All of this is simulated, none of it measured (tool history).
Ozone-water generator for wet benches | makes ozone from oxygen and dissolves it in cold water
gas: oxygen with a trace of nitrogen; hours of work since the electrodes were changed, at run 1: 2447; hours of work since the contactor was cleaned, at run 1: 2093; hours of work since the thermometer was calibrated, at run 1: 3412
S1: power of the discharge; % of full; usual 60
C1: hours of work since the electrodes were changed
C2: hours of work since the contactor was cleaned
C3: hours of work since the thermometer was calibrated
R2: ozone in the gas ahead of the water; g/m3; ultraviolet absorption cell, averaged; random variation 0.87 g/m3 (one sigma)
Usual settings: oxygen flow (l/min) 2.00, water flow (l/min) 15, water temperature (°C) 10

run 1 hour=0.0 | S1=60 oxygen_flow_(l/min)=2.00 water_flow_(l/min)=15 water_temperature_(°C)=10 | C1=2447 C2=2093 C3=3412 | dissolved_ozone_(ppm)=10.5 R2=139.5
run 2 hour=111.2 | S1=60 oxygen_flow_(l/min)=2.00 water_flow_(l/min)=22 water_temperature_(°C)=10 | C1=2553 C2=2198 C3=3517 | dissolved_ozone_(ppm)=7.4 R2=137.5
run 3 hour=216.2 | S1=60 oxygen_flow_(l/min)=2.00 water_flow_(l/min)=22 water_temperature_(°C)=10 | C1=2652 C2=2298 C3=3616 | dissolved_ozone_(ppm)=7.1 R2=139.3
run 4 hour=324.2 | S1=60 oxygen_flow_(l/min)=2.00 water_flow_(l/min)=22 water_temperature_(°C)=10 | C1=2754 C2=2400 C3=3718 | dissolved_ozone_(ppm)=7.3 R2=137.6
run 5 hour=413.4 | S1=60 oxygen_flow_(l/min)=2.00 water_flow_(l/min)=15 water_temperature_(°C)=10 | C1=2838 C2=2484 C3=3803 | dissolved_ozone_(ppm)=10.4 R2=137.5
run 6 hour=495.9 | S1=60 oxygen_flow_(l/min)=2.00 water_flow_(l/min)=15 water_temperature_(°C)=10 | C1=2916 C2=2562 C3=3881 | dissolved_ozone_(ppm)=10.5 R2=137.3
run 7 hour=605.4 | S1=66 oxygen_flow_(l/min)=2.00 water_flow_(l/min)=15 water_temperature_(°C)=10 | C1=3020 C2=2666 C3=3984 | dissolved_ozone_(ppm)=10.9 R2=145.0
run 8 hour=699.0 | S1=66 oxygen_flow_(l/min)=2.00 water_flow_(l/min)=15 water_temperature_(°C)=10 | C1=3108 C2=2754 C3=4073 | dissolved_ozone_(ppm)=10.9 R2=145.9
run 9 hour=769.9 | S1=66 oxygen_flow_(l/min)=2.00 water_flow_(l/min)=15 water_temperature_(°C)=10 | C1=3175 C2=2821 C3=4140 | dissolved_ozone_(ppm)=10.9 R2=145.2
run 10 hour=866.7 | S1=66 oxygen_flow_(l/min)=2.00 water_flow_(l/min)=15 water_temperature_(°C)=10 | C1=3267 C2=2912 C3=4231 | dissolved_ozone_(ppm)=10.8 R2=144.3
-- hour=872.7 water thermometer calibrated
run 11 hour=960.8 | S1=60 oxygen_flow_(l/min)=2.00 water_flow_(l/min)=15 water_temperature_(°C)=18 | C1=3355 C2=3001 C3=83 | dissolved_ozone_(ppm)=9.5 R2=137.3
run 12 hour=1021.6 | S1=60 oxygen_flow_(l/min)=1.11 water_flow_(l/min)=15 water_temperature_(°C)=10 | C1=3413 C2=3058 C3=141 | dissolved_ozone_(ppm)=9.1 R2=197.8
run 13 hour=1099.9 | S1=60 oxygen_flow_(l/min)=1.11 water_flow_(l/min)=15 water_temperature_(°C)=10 | C1=3487 C2=3132 C3=215 | dissolved_ozone_(ppm)=9.3 R2=197.1
run 14 hour=1168.6 | S1=60 oxygen_flow_(l/min)=3.13 water_flow_(l/min)=15 water_temperature_(°C)=10 | C1=3552 C2=3197 C3=280 | dissolved_ozone_(ppm)=10.7 R2=103.5
run 15 hour=1257.9 | S1=60 oxygen_flow_(l/min)=3.13 water_flow_(l/min)=15 water_temperature_(°C)=10 | C1=3636 C2=3282 C3=364 | dissolved_ozone_(ppm)=10.7 R2=105.7
run 16 hour=1318.1 | S1=60 oxygen_flow_(l/min)=2.34 water_flow_(l/min)=15 water_temperature_(°C)=10 | C1=3693 C2=3339 C3=421 | dissolved_ozone_(ppm)=10.4 R2=123.9
run 17 hour=1379.8 | S1=60 oxygen_flow_(l/min)=2.00 water_flow_(l/min)=15 water_temperature_(°C)=10 | C1=3751 C2=3397 C3=479 | dissolved_ozone_(ppm)=10.2 R2=136.5
run 18 hour=1430.6 | S1=60 oxygen_flow_(l/min)=2.00 water_flow_(l/min)=15 water_temperature_(°C)=10 | C1=3799 C2=3445 C3=527 | dissolved_ozone_(ppm)=10.1 R2=136.7
run 19 hour=1514.8 | S1=82 oxygen_flow_(l/min)=1.07 water_flow_(l/min)=15 water_temperature_(°C)=7 | C1=3879 C2=3525 C3=607 | dissolved_ozone_(ppm)=10.7 R2=235.2
run 20 hour=1584.1 | S1=99 oxygen_flow_(l/min)=2.00 water_flow_(l/min)=15 water_temperature_(°C)=18 | C1=3944 C2=3590 C3=672 | dissolved_ozone_(ppm)=12.2 R2=176.9
run 21 hour=1687.3 | S1=99 oxygen_flow_(l/min)=2.00 water_flow_(l/min)=15 water_temperature_(°C)=18 | C1=4042 C2=3688 C3=770 | dissolved_ozone_(ppm)=12.2 R2=175.9
run 22 hour=1738.9 | S1=99 oxygen_flow_(l/min)=2.00 water_flow_(l/min)=15 water_temperature_(°C)=18 | C1=4090 C2=3736 C3=819 | dissolved_ozone_(ppm)=12.0 R2=177.7
run 23 hour=1847.3 | S1=53 oxygen_flow_(l/min)=1.82 water_flow_(l/min)=11 water_temperature_(°C)=5 | C1=4193 C2=3839 C3=921 | dissolved_ozone_(ppm)=12.9 R2=136.9
run 24 hour=1928.2 | S1=60 oxygen_flow_(l/min)=1.22 water_flow_(l/min)=16 water_temperature_(°C)=8 | C1=4269 C2=3915 C3=998 | dissolved_ozone_(ppm)=8.7 R2=184.8
run 25 hour=1978.3 | S1=60 oxygen_flow_(l/min)=1.22 water_flow_(l/min)=16 water_temperature_(°C)=8 | C1=4317 C2=3963 C3=1045 | dissolved_ozone_(ppm)=8.7 R2=185.3
run 26 hour=2050.7 | S1=53 oxygen_flow_(l/min)=1.41 water_flow_(l/min)=13 water_temperature_(°C)=8 | C1=4385 C2=4031 C3=1113 | dissolved_ozone_(ppm)=10.2 R2=158.9
run 27 hour=2140.0 | S1=53 oxygen_flow_(l/min)=1.72 water_flow_(l/min)=18 water_temperature_(°C)=8 | C1=4470 C2=4115 C3=1198 | dissolved_ozone_(ppm)=7.8 R2=138.7
run 28 hour=2216.3 | S1=79 oxygen_flow_(l/min)=3.15 water_flow_(l/min)=10 water_temperature_(°C)=6 | C1=4542 C2=4188 C3=1270 | dissolved_ozone_(ppm)=17.4 R2=118.1
run 29 hour=2272.2 | S1=42 oxygen_flow_(l/min)=1.23 water_flow_(l/min)=13 water_temperature_(°C)=10 | C1=4595 C2=4240 C3=1323 | dissolved_ozone_(ppm)=8.9 R2=153.2
run 30 hour=2372.6 | S1=53 oxygen_flow_(l/min)=2.47 water_flow_(l/min)=21 water_temperature_(°C)=6 | C1=4690 C2=4335 C3=1418 | dissolved_ozone_(ppm)=7.4 R2=111.3
run 31 hour=2455.1 | S1=51 oxygen_flow_(l/min)=1.78 water_flow_(l/min)=14 water_temperature_(°C)=8 | C1=4767 C2=4413 C3=1496 | dissolved_ozone_(ppm)=9.7 R2=135.0
run 32 hour=2563.1 | S1=60 oxygen_flow_(l/min)=2.00 water_flow_(l/min)=19 water_temperature_(°C)=10 | C1=4870 C2=4515 C3=1598 | dissolved_ozone_(ppm)=7.7 R2=135.7
run 33 hour=2616.2 | S1=60 oxygen_flow_(l/min)=3.17 water_flow_(l/min)=15 water_temperature_(°C)=10 | C1=4920 C2=4566 C3=1648 | dissolved_ozone_(ppm)=10.4 R2=102.8
-- hour=2687.2 contactor cleaned
run 34 hour=2687.2 | S1=60 oxygen_flow_(l/min)=1.80 water_flow_(l/min)=18 water_temperature_(°C)=10 | C1=4983 C2=0 C3=1711 | dissolved_ozone_(ppm)=8.4 R2=144.7

The same runs without the tool's hidden state, with the same run-to-run variation:
The hidden state here: yield of the discharge, % of new electrodes'; contactor's efficiency, % of a clean one's; true water temperature over the reading, C; drift of the gauge itself on ozone_ppm, %; drift of the gauge itself on gas_g_m3, %.
run=1 dissolved_ozone_(ppm)=10.9 R2=142.2
run=2 dissolved_ozone_(ppm)=7.7 R2=140.4
run=3 dissolved_ozone_(ppm)=7.4 R2=142.4
run=4 dissolved_ozone_(ppm)=7.6 R2=140.8
run=5 dissolved_ozone_(ppm)=10.9 R2=140.8
run=6 dissolved_ozone_(ppm)=11.1 R2=140.7
run=7 dissolved_ozone_(ppm)=11.5 R2=149.0
run=8 dissolved_ozone_(ppm)=11.5 R2=150.1
run=9 dissolved_ozone_(ppm)=11.6 R2=149.4
run=10 dissolved_ozone_(ppm)=11.4 R2=148.7
run=11 dissolved_ozone_(ppm)=10.1 R2=141.5
run=12 dissolved_ozone_(ppm)=9.7 R2=203.9
run=13 dissolved_ozone_(ppm)=9.9 R2=203.3
run=14 dissolved_ozone_(ppm)=11.4 R2=106.8
run=15 dissolved_ozone_(ppm)=11.4 R2=109.2
run=16 dissolved_ozone_(ppm)=11.1 R2=128.1
run=17 dissolved_ozone_(ppm)=10.9 R2=141.2
run=18 dissolved_ozone_(ppm)=10.9 R2=141.4
run=19 dissolved_ozone_(ppm)=11.5 R2=245.1
run=20 dissolved_ozone_(ppm)=13.3 R2=185.2
run=21 dissolved_ozone_(ppm)=13.2 R2=184.4
run=22 dissolved_ozone_(ppm)=13.1 R2=186.4
run=23 dissolved_ozone_(ppm)=13.8 R2=141.8
run=24 dissolved_ozone_(ppm)=9.4 R2=192.1
run=25 dissolved_ozone_(ppm)=9.4 R2=192.8
run=26 dissolved_ozone_(ppm)=11.1 R2=165.0
run=27 dissolved_ozone_(ppm)=8.5 R2=144.1
run=28 dissolved_ozone_(ppm)=19.0 R2=124.0
run=29 dissolved_ozone_(ppm)=9.6 R2=158.5
run=30 dissolved_ozone_(ppm)=8.1 R2=115.9
run=31 dissolved_ozone_(ppm)=10.5 R2=140.6
run=32 dissolved_ozone_(ppm)=8.5 R2=142.0
run=33 dissolved_ozone_(ppm)=11.4 R2=107.7
run=34 dissolved_ozone_(ppm)=8.9 R2=151.6
